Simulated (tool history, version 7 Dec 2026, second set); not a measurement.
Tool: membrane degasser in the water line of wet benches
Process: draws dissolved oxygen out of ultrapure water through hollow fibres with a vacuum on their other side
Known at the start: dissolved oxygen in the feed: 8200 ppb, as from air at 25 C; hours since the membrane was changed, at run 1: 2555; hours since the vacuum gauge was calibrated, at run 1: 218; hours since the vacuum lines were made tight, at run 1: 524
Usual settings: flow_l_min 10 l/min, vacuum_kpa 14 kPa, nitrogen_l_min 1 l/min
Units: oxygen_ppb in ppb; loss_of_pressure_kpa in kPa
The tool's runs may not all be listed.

| run | day | flow_l_min | vacuum_kpa | nitrogen_l_min | hours since the membrane was changed | hours since the vacuum gauge was calibrated | hours since the vacuum lines were made tight | oxygen_ppb | loss_of_pressure_kpa |
|---|---|---|---|---|---|---|---|---|---|
| 1 | 0 | 10 | 14 | 1 | 2555 | 218 | 524 | 288.3 | 25.77 |
| 2 | 1.612 | 10 | 14 | 1 | 2594 | 257 | 563 | 285 | 25.73 |
| 3 | 3.492 | 10 | 20.1 | 1 | 2639 | 302 | 608 | 426.2 | 25.65 |
| 4 | 6.412 | 10 | 23.6 | 1 | 2709 | 372 | 678 | 502.2 | 25.9 |
|  | 6.638 | vacuum gauge calibrated |
| 5 | 7.921 | 10 | 14 | 1 | 2744 | 31 | 714 | 284.4 | 25.81 |
| 6 | 9.75 | 10 | 14 | 1 | 2788 | 75 | 758 | 287.6 | 25.7 |
| 7 | 11.617 | 10 | 14 | 0.71 | 2833 | 119 | 802 | 372.2 | 25.94 |
| 8 | 14.333 | 10 | 13.3 | 1.41 | 2898 | 185 | 868 | 207.1 | 25.9 |
| 9 | 15.858 | 10 | 14 | 0.67 | 2935 | 221 | 904 | 398.3 | 25.82 |
| 10 | 17.962 | 8 | 13.5 | 0.67 | 2985 | 272 | 955 | 296.8 | 20.41 |
| 11 | 20.638 | 8 | 21.9 | 1.86 | 3050 | 336 | 1019 | 212.9 | 20.71 |
| 12 | 22.892 | 15 | 13 | 0.68 | 3104 | 390 | 1073 | 583.5 | 38.92 |
|  | 25.025 | vacuum gauge calibrated, once more |
| 13 | 26.158 | 15 | 13 | 0.68 | 3182 | 27 | 1151 | 581.4 | 38.77 |

Hidden state at the last listed run before each entry between runs and at the first one after, where it differs:
Between runs 4 and 5: vacuum gauge calibrated (day 6.638)
  membrane still open, %: 97.6 -> 97.5; true pressure behind the membrane over the reading, kPa: 0 -> 0.01; air that leaks in behind the membrane, l/min: 0.0047 -> 0.0048
  measured less the result without the state, oxygen_ppb: +7.4 -> +6.3 ppb; loss_of_pressure_kpa: +0.64 -> +0.64 kPa
Between runs 12 and 13: vacuum gauge calibrated, once more (day 25.025)
  membrane still open, %: 97.2 -> 97.1; true pressure behind the membrane over the reading, kPa: 0.05 -> -0.03; air that leaks in behind the membrane, l/min: 0.0054 -> 0.0055
  measured less the result without the state, oxygen_ppb: +17.2 -> +14.2 ppb; loss_of_pressure_kpa: +1.09 -> +1.11 kPa

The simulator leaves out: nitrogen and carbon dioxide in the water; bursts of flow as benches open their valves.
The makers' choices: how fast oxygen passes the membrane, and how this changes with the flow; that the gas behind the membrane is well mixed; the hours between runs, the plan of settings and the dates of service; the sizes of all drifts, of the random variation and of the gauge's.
